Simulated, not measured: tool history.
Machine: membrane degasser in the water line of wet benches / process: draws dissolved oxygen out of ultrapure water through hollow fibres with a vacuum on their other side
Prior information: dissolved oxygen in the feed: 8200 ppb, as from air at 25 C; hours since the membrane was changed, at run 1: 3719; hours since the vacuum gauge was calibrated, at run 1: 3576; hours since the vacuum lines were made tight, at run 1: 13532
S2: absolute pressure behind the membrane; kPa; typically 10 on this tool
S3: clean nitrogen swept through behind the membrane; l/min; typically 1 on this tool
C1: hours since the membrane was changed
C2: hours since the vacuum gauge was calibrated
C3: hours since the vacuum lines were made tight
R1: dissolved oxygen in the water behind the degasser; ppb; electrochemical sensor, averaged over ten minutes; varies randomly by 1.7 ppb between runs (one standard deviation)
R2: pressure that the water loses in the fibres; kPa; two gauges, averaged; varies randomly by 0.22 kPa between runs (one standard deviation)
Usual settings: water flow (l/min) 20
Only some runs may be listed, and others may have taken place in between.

{"run": 1, "hour": 0.0, "water flow (l/min)": 20, "S2": 10, "S3": 1, "C1": 3719, "C2": 3576, "C3": 13532, "R1": 314.8, "R2": 53.56}
{"run": 2, "hour": 89.7, "water flow (l/min)": 20, "S2": 10, "S3": 1, "C1": 3809, "C2": 3666, "C3": 13622, "R1": 311.2, "R2": 53.55}
{"run": 3, "hour": 225.8, "water flow (l/min)": 20, "S2": 10, "S3": 1, "C1": 3945, "C2": 3802, "C3": 13758, "R1": 310.1, "R2": 53.52}
{"run": 4, "hour": 360.8, "water flow (l/min)": 20, "S2": 10, "S3": 1, "C1": 4080, "C2": 3937, "C3": 13893, "R1": 309.7, "R2": 53.87}
{"run": 5, "hour": 497.1, "water flow (l/min)": 20, "S2": 10, "S3": 1, "C1": 4217, "C2": 4073, "C3": 14029, "R1": 311.1, "R2": 53.74}
{"run": 6, "hour": 575.1, "water flow (l/min)": 20, "S2": 10, "S3": 1, "C1": 4295, "C2": 4151, "C3": 14107, "R1": 309.8, "R2": 53.93}
{"run": 7, "hour": 663.9, "water flow (l/min)": 20, "S2": 15.7, "S3": 1, "C1": 4383, "C2": 4240, "C3": 14196, "R1": 553.5, "R2": 54.03}
{"run": 8, "hour": 745.3, "water flow (l/min)": 28, "S2": 15.7, "S3": 1, "C1": 4465, "C2": 4321, "C3": 14278, "R1": 718.8, "R2": 74.92}
{"run": 9, "hour": 842.5, "water flow (l/min)": 20, "S2": 10, "S3": 1, "C1": 4562, "C2": 4419, "C3": 14375, "R1": 316.6, "R2": 54.05}
{"run": 10, "hour": 967.4, "water flow (l/min)": 20, "S2": 10, "S3": 2.95, "C1": 4687, "C2": 4543, "C3": 14500, "R1": 123.4, "R2": 53.87}
{"run": 11, "hour": 1086.0, "water flow (l/min)": 20, "S2": 10, "S3": 2.95, "C1": 4805, "C2": 4662, "C3": 14618, "R1": 124.4, "R2": 54.21}
{"run": 12, "hour": 1162.3, "water flow (l/min)": 20, "S2": 10, "S3": 2.95, "C1": 4882, "C2": 4738, "C3": 14694, "R1": 125.4, "R2": 54.22}
{"run": 13, "hour": 1266.6, "water flow (l/min)": 20, "S2": 10, "S3": 2.95, "C1": 4986, "C2": 4843, "C3": 14799, "R1": 124, "R2": 53.49}
{"run": 14, "hour": 1390.5, "water flow (l/min)": 20, "S2": 10, "S3": 2.95, "C1": 5110, "C2": 4966, "C3": 14923, "R1": 124.7, "R2": 54.12}
{"run": 15, "hour": 1484.2, "water flow (l/min)": 20, "S2": 10.7, "S3": 1.15, "C1": 5204, "C2": 5060, "C3": 15016, "R1": 310.4, "R2": 53.74}
{"run": 16, "hour": 1585.8, "water flow (l/min)": 20, "S2": 10.7, "S3": 1.15, "C1": 5305, "C2": 5162, "C3": 15118, "R1": 307.6, "R2": 53.94}
{"hour": 1595.3, "done": "seals of the vacuum lines changed"}
{"run": 17, "hour": 1688.4, "water flow (l/min)": 14, "S2": 9, "S3": 1.31, "C1": 5406, "C2": 5262, "C3": 93, "R1": 151.2, "R2": 37.99}
{"run": 18, "hour": 1772.3, "water flow (l/min)": 14, "S2": 19.3, "S3": 1.31, "C1": 5490, "C2": 5346, "C3": 177, "R1": 393.1, "R2": 37.74}
{"run": 19, "hour": 1829.1, "water flow (l/min)": 14, "S2": 19.3, "S3": 1.31, "C1": 5547, "C2": 5403, "C3": 234, "R1": 396.2, "R2": 37.94}
{"run": 20, "hour": 1941.1, "water flow (l/min)": 19, "S2": 19.3, "S3": 1.04, "C1": 5659, "C2": 5515, "C3": 346, "R1": 633, "R2": 51.72}
{"run": 21, "hour": 2043.2, "water flow (l/min)": 19, "S2": 19.3, "S3": 1.04, "C1": 5761, "C2": 5617, "C3": 448, "R1": 640.7, "R2": 51.19}
{"run": 22, "hour": 2146.3, "water flow (l/min)": 19, "S2": 7.8, "S3": 1.04, "C1": 5864, "C2": 5720, "C3": 551, "R1": 202.8, "R2": 51.6}
{"run": 23, "hour": 2246.9, "water flow (l/min)": 19, "S2": 7.8, "S3": 1.04, "C1": 5964, "C2": 5821, "C3": 652, "R1": 202.2, "R2": 51.99}
{"run": 24, "hour": 2312.2, "water flow (l/min)": 20, "S2": 20.3, "S3": 2.03, "C1": 6030, "C2": 5886, "C3": 717, "R1": 392.6, "R2": 54.28}
{"run": 25, "hour": 2406.8, "water flow (l/min)": 20, "S2": 20.3, "S3": 2.03, "C1": 6124, "C2": 5981, "C3": 812, "R1": 393.4, "R2": 54.35}
{"run": 26, "hour": 2494.6, "water flow (l/min)": 26, "S2": 10.8, "S3": 1.57, "C1": 6212, "C2": 6069, "C3": 899, "R1": 296.9, "R2": 71.01}
{"run": 27, "hour": 2610.0, "water flow (l/min)": 26, "S2": 10.5, "S3": 1.57, "C1": 6327, "C2": 6184, "C3": 1015, "R1": 288.9, "R2": 70.76}
{"run": 28, "hour": 2731.6, "water flow (l/min)": 12, "S2": 10, "S3": 1, "C1": 6449, "C2": 6306, "C3": 1136, "R1": 195.7, "R2": 32.8}

Below are 3 alternative next runs, each starting from the tool's condition after run 28. Predict each:
{"run": "A", "hour": 2844.1, "water flow (l/min)": 16, "S2": 14.7, "S3": 1, "C1": 6562, "C2": 6418, "C3": 1249, "R1": "?", "R2": "?"}
{"run": "B", "hour": 2844.1, "water flow (l/min)": 23, "S2": 6.3, "S3": 1.51, "C1": 6562, "C2": 6418, "C3": 1249, "R1": "?", "R2": "?"}
{"run": "C", "hour": 2844.1, "water flow (l/min)": 22, "S2": 10, "S3": 1, "C1": 6562, "C2": 6418, "C3": 1249, "R1": "?", "R2": "?"}

run=A R1=414.5 R2=43.47
run=B R1=126.4 R2=62.85
run=C R1=338.1 R2=59.83
Without the tool's hidden state the same runs would have given:
run=A R1=406.6 R2=41.97
run=B R1=117.8 R2=60.68
run=C R1=327.8 R2=57.76
